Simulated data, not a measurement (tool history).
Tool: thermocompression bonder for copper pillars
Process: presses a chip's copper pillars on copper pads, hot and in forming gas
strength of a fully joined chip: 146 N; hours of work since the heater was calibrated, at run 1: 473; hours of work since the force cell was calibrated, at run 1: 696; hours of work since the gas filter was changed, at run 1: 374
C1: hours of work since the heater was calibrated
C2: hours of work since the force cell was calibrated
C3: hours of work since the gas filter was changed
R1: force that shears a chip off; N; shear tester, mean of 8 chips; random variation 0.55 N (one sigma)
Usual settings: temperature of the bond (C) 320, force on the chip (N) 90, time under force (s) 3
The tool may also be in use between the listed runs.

run 1 hour=0 | temperature_of_the_bond_(C)=320 force_on_the_chip_(N)=90 time_under_force_(s)=3 | C1=473 C2=696 C3=374 | R1=75
run 2 hour=21.7 | temperature_of_the_bond_(C)=320 force_on_the_chip_(N)=90 time_under_force_(s)=3 | C1=488 C2=711 C3=388 | R1=74.7
run 3 hour=43.7 | temperature_of_the_bond_(C)=320 force_on_the_chip_(N)=90 time_under_force_(s)=3 | C1=502 C2=726 C3=403 | R1=74.5
run 4 hour=56.2 | temperature_of_the_bond_(C)=320 force_on_the_chip_(N)=90 time_under_force_(s)=3 | C1=511 C2=734 C3=412 | R1=74.4
run 5 hour=74.6 | temperature_of_the_bond_(C)=320 force_on_the_chip_(N)=90 time_under_force_(s)=3 | C1=523 C2=747 C3=424 | R1=74.9
-- hour=93.1 forming gas filter changed
run 6 hour=98.5 | temperature_of_the_bond_(C)=320 force_on_the_chip_(N)=90 time_under_force_(s)=3 | C1=539 C2=763 C3=4 | R1=77.6
run 7 hour=114.7 | temperature_of_the_bond_(C)=320 force_on_the_chip_(N)=90 time_under_force_(s)=3 | C1=550 C2=774 C3=15 | R1=77
run 8 hour=126.2 | temperature_of_the_bond_(C)=320 force_on_the_chip_(N)=90 time_under_force_(s)=3 | C1=558 C2=781 C3=22 | R1=76.9
run 9 hour=141.5 | temperature_of_the_bond_(C)=320 force_on_the_chip_(N)=90 time_under_force_(s)=3 | C1=569 C2=792 C3=33 | R1=77.5
run 10 hour=159.2 | temperature_of_the_bond_(C)=320 force_on_the_chip_(N)=90 time_under_force_(s)=3 | C1=581 C2=804 C3=45 | R1=77.7
run 11 hour=174.3 | temperature_of_the_bond_(C)=320 force_on_the_chip_(N)=90 time_under_force_(s)=3 | C1=591 C2=814 C3=55 | R1=77
run 12 hour=184.8 | temperature_of_the_bond_(C)=320 force_on_the_chip_(N)=90 time_under_force_(s)=3 | C1=598 C2=821 C3=62 | R1=77.2
run 13 hour=206.5 | temperature_of_the_bond_(C)=320 force_on_the_chip_(N)=90 time_under_force_(s)=3 | C1=613 C2=836 C3=77 | R1=78.3
run 14 hour=225.5 | temperature_of_the_bond_(C)=336 force_on_the_chip_(N)=90 time_under_force_(s)=3 | C1=626 C2=849 C3=90 | R1=91.2
run 15 hour=246.3 | temperature_of_the_bond_(C)=336 force_on_the_chip_(N)=90 time_under_force_(s)=3 | C1=640 C2=863 C3=104 | R1=91.2
run 16 hour=257.5 | temperature_of_the_bond_(C)=320 force_on_the_chip_(N)=102 time_under_force_(s)=3 | C1=647 C2=871 C3=112 | R1=85.3
run 17 hour=271.7 | temperature_of_the_bond_(C)=320 force_on_the_chip_(N)=102 time_under_force_(s)=3 | C1=657 C2=880 C3=121 | R1=83.9
run 18 hour=287.9 | temperature_of_the_bond_(C)=320 force_on_the_chip_(N)=102 time_under_force_(s)=3 | C1=668 C2=891 C3=132 | R1=86.8
run 19 hour=303 | temperature_of_the_bond_(C)=320 force_on_the_chip_(N)=102 time_under_force_(s)=3 | C1=678 C2=902 C3=143 | R1=86.3
run 20 hour=317.8 | temperature_of_the_bond_(C)=320 force_on_the_chip_(N)=102 time_under_force_(s)=3 | C1=688 C2=912 C3=153 | R1=84.7
run 21 hour=328.2 | temperature_of_the_bond_(C)=320 force_on_the_chip_(N)=102 time_under_force_(s)=3 | C1=696 C2=919 C3=160 | R1=86.7
run 22 hour=351.7 | temperature_of_the_bond_(C)=320 force_on_the_chip_(N)=102 time_under_force_(s)=3 | C1=712 C2=935 C3=176 | R1=86
run 23 hour=365.8 | temperature_of_the_bond_(C)=320 force_on_the_chip_(N)=56 time_under_force_(s)=3 | C1=721 C2=944 C3=185 | R1=51.4
run 24 hour=389.1 | temperature_of_the_bond_(C)=320 force_on_the_chip_(N)=56 time_under_force_(s)=3 | C1=737 C2=960 C3=201 | R1=52.3
run 25 hour=399 | temperature_of_the_bond_(C)=317 force_on_the_chip_(N)=105 time_under_force_(s)=3 | C1=744 C2=967 C3=208 | R1=84.5
run 26 hour=418.1 | temperature_of_the_bond_(C)=317 force_on_the_chip_(N)=105 time_under_force_(s)=3 | C1=757 C2=980 C3=221 | R1=85.9
-- hour=430.9 force cell calibrated
run 27 hour=437.8 | temperature_of_the_bond_(C)=318 force_on_the_chip_(N)=90 time_under_force_(s)=8 | C1=769 C2=5 C3=233 | R1=98.5
run 28 hour=455.1 | temperature_of_the_bond_(C)=320 force_on_the_chip_(N)=90 time_under_force_(s)=2 | C1=781 C2=17 C3=245 | R1=63.8
run 29 hour=478.1 | temperature_of_the_bond_(C)=298 force_on_the_chip_(N)=90 time_under_force_(s)=2 | C1=797 C2=32 C3=261 | R1=48.8
run 30 hour=502.1 | temperature_of_the_bond_(C)=319 force_on_the_chip_(N)=123 time_under_force_(s)=3 | C1=813 C2=48 C3=277 | R1=92.9
run 31 hour=514.5 | temperature_of_the_bond_(C)=319 force_on_the_chip_(N)=123 time_under_force_(s)=3 | C1=821 C2=57 C3=286 | R1=94.2
run 32 hour=537.5 | temperature_of_the_bond_(C)=340 force_on_the_chip_(N)=133 time_under_force_(s)=5 | C1=837 C2=73 C3=301 | R1=124.7
run 33 hour=551 | temperature_of_the_bond_(C)=340 force_on_the_chip_(N)=133 time_under_force_(s)=5 | C1=846 C2=82 C3=310 | R1=126.3
run 34 hour=564.2 | temperature_of_the_bond_(C)=331 force_on_the_chip_(N)=107 time_under_force_(s)=2 | C1=855 C2=91 C3=319 | R1=83.7
run 35 hour=583.5 | temperature_of_the_bond_(C)=347 force_on_the_chip_(N)=103 time_under_force_(s)=4 | C1=868 C2=104 C3=332 | R1=114.4
run 36 hour=595.4 | temperature_of_the_bond_(C)=347 force_on_the_chip_(N)=103 time_under_force_(s)=4 | C1=876 C2=112 C3=341 | R1=113
run 37 hour=619.6 | temperature_of_the_bond_(C)=347 force_on_the_chip_(N)=103 time_under_force_(s)=4 | C1=893 C2=128 C3=357 | R1=113.5
run 38 hour=636.3 | temperature_of_the_bond_(C)=347 force_on_the_chip_(N)=103 time_under_force_(s)=4 | C1=904 C2=140 C3=368 | R1=112
run 39 hour=654.6 | temperature_of_the_bond_(C)=347 force_on_the_chip_(N)=103 time_under_force_(s)=4 | C1=917 C2=152 C3=381 | R1=113.3

Forecast each of these 5 alternatives for the next run:
run A hour=670.5 | temperature_of_the_bond_(C)=290 force_on_the_chip_(N)=103 time_under_force_(s)=4 | C1=927 C2=163 C3=392 | R1=?
run B hour=670.5 | temperature_of_the_bond_(C)=348 force_on_the_chip_(N)=109 time_under_force_(s)=2 | C1=927 C2=163 C3=392 | R1=?
run C hour=670.5 | temperature_of_the_bond_(C)=302 force_on_the_chip_(N)=90 time_under_force_(s)=3 | C1=927 C2=163 C3=392 | R1=?
run D hour=670.5 | temperature_of_the_bond_(C)=323 force_on_the_chip_(N)=67 time_under_force_(s)=3 | C1=927 C2=163 C3=392 | R1=?
run E hour=670.5 | temperature_of_the_bond_(C)=323 force_on_the_chip_(N)=103 time_under_force_(s)=3 | C1=927 C2=163 C3=392 | R1=?

run=A R1=64.9
run=B R1=99.7
run=C R1=59.8
run=D R1=61.9
run=E R1=86.5
Without the tool's hidden state the same runs would have given:
run=A R1=60.4
run=B R1=96.4
run=C R1=55.7
run=D R1=58
run=E R1=82.4
